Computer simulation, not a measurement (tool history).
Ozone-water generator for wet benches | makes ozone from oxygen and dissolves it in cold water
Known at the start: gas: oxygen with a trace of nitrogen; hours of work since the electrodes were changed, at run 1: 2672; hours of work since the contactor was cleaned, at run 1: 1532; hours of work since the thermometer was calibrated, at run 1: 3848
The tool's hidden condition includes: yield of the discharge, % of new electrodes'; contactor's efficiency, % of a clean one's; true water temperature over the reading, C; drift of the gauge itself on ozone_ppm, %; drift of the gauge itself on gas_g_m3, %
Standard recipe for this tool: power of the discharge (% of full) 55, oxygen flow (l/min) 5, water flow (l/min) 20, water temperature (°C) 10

run	day	power of the discharge (% of full)	oxygen flow (l/min)	water flow (l/min)	water temperature (°C)	hours of work since the electrodes were changed	hours of work since the contactor was cleaned	hours of work since the thermometer was calibrated	dissolved ozone (ppm)	ozone in the gas ahead of the water (g/m3)
1	0	55	5	20	10	2672	1532	3848	20.1	193.5
2	4.504	55	5	20	10	2772	1632	3949	20.1	193.5
3	7.35	55	5	20	10	2836	1695	4012	19.9	193
4	9.8	55	5	20	10	2890	1750	4067	20	194.4
5	14.062	55	5	20	10	2985	1845	4161	19.9	193.6
6	18.433	55	5	20	10	3082	1942	4259	19.7	196.9
7	21.817	55	5	20	10	3158	2018	4334	20.1	197.3
8	23.9	55	5	20	10	3204	2064	4381	19.9	196.8
9	27.262	55	5	20	10	3279	2139	4455	19.7	195.4
10	31.542	55	5	21	10	3374	2234	4551	19.1	198.1
11	35.612	55	5	21	10	3465	2325	4642	18.9	199.7
12	39.058	55	5.99	21	10	3542	2402	4718	19.5	184.7
13	41.379	55	5	20	9	3594	2453	4770	19.8	198.6
# day 42: gauge calibrated
14	43.629	55	5	20	9	3644	2504	4820	20.4	193.9
15	47.392	55	5	20	7	3727	2587	4904	20.2	195.4
16	51.083	55	5	18	7	3810	2670	4986	22.8	195.1
# day 51.808: contactor cleaned
17	53.454	55	5	20	10	3859	37	5035	19.7	194.5
18	57.262	55	5	20	10	3944	122	5120	19.8	195
19	61.092	55	5	20	10	4029	207	5205	19.8	195.9
20	64.45	55	5	20	10	4104	282	5280	19.9	197.3
21	67.242	83	3.59	20	10	4166	344	5342	26.7	328.4
22	69.525	54	3.59	20	10	4217	395	5393	17.9	223.9
23	71.629	55	5	17	10	4264	442	5440	23.2	197.9
24	76.133	55	5	17	10	4364	542	5541	23	198.2
25	78.838	77	5	19	10	4424	602	5601	28.3	268.7
# day 82.817: water thermometer calibrated
26	83.583	70	7.97	20	15	4530	707	17	24.3	203.8
27	87.992	70	8.79	20	9	4628	806	115	27.3	195
28	91.512	55	6.13	17	10	4706	884	194	24.1	186.3
29	93.95	71	5.95	20	13	4761	938	248	24.9	234.4
30	96.812	55	7.93	20	10	4824	1002	312	21.2	165.2
31	98.9	53	4.87	32	18	4871	1049	358	10.8	198
# day 99.854: gauge calibrated
32	102.921	53	5.34	32	18	4960	1138	448	10.9	181.3
33	106.771	53	5.34	32	18	5046	1224	534	11.1	184.5

For each entry between runs, how does the tool's hidden state at the last listed run before it compare with that at the first listed run after it?
From run 13 to run 14: gauge calibrated (day 42)
  drift of the gauge itself on gas_g_m3, %: 2.95 -> 0.12
  the result without the hidden state subtracted from the measured one, ozone in the gas ahead of the water (g/m3): +5.5 -> -0.1
From run 16 to run 17: contactor cleaned (day 51.808)
  contactor's efficiency, % of a clean one's: 99.9 -> 100; drift of the gauge itself on gas_g_m3, %: 0.65 -> 0.81
  the result without the hidden state subtracted from the measured one, ozone in the gas ahead of the water (g/m3): +1 -> +1.3
From run 25 to run 26: water thermometer calibrated (day 82.817)
  drift of the gauge itself on gas_g_m3, %: 2.62 -> 2.96
  the result without the hidden state subtracted from the measured one, ozone in the gas ahead of the water (g/m3): +6.2 -> +5.5
From run 31 to run 32: gauge calibrated (day 99.854)
  drift of the gauge itself on gas_g_m3, %: 4.05 -> 0.22
  the result without the hidden state subtracted from the measured one, ozone in the gas ahead of the water (g/m3): +7.4 -> +0.1
